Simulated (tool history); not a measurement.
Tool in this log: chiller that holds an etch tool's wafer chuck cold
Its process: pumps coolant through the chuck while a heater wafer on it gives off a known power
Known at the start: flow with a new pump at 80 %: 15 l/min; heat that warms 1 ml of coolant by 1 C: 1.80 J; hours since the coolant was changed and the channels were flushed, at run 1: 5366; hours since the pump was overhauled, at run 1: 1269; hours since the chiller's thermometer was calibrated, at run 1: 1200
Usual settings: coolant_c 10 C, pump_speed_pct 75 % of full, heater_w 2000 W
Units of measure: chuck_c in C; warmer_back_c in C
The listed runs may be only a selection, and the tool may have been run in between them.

run,hour,coolant_c,pump_speed_pct,heater_w,hours since the coolant was changed and the channels were flushed,hours since the pump was overhauled,hours since the chiller's thermometer was calibrated,chuck_c,warmer_back_c
1,0.0,10,75,2000,5366,1269,1200,31.6,4.83
2,15.8,10,75,2000,5382,1285,1216,31.7,4.83
3,44.3,10,75,2000,5411,1313,1244,31.7,4.87
4,66.0,10,75,2000,5432,1335,1266,31.6,4.78
5,84.0,10,75,2000,5450,1353,1284,31.6,4.86
6,110.9,10,75,1157,5477,1380,1311,22.6,2.78
7,132.1,10,75,1157,5498,1401,1332,22.8,2.77
8,153.0,10,75,1157,5519,1422,1353,22.6,2.84
9,173.6,10,75,2000,5540,1443,1373,31.7,4.85
10,190.5,10,75,2000,5557,1460,1390,31.6,4.86
11,219.2,10,75,2000,5586,1488,1419,31.8,4.80
12,253.2,10,66,1188,5620,1522,1453,23.9,3.20
13,273.4,10,66,1188,5640,1543,1473,24.0,3.29
14,299.1,14,74,1287,5665,1568,1499,28.3,3.15
15,315.9,11,75,2000,5682,1585,1516,32.9,4.83
16,333.0,11,75,2399,5699,1602,1533,37.2,5.90
17,363.2,5,92,1683,5729,1632,1563,21.7,3.29
18,397.8,3,86,2524,5764,1667,1598,28.7,5.36
19,419.4,7,73,2391,5786,1689,1619,33.8,5.94
20,438.1,1,75,2000,5804,1707,1638,23.0,4.87
21,471.9,13,75,2782,5838,1741,1672,43.5,6.84

Predict each of these 4 candidate next runs independently; none follows another, all start after run 21:
A,504.5,10,75,1255,5871,1774,1704,?,?
B,504.5,6,63,2000,5871,1774,1704,?,?
C,504.5,6,75,2120,5871,1774,1704,?,?
D,504.5,4,77,1762,5871,1774,1704,?,?

run,chuck_c,warmer_back_c
A,24.0,3.02
B,30.2,5.81
C,29.5,5.20
D,23.2,4.19
Without the tool's unlogged condition, the same runs would have read:
run,chuck_c,warmer_back_c
A,21.8,2.94
B,26.7,5.65
C,26.0,5.06
D,20.3,4.07
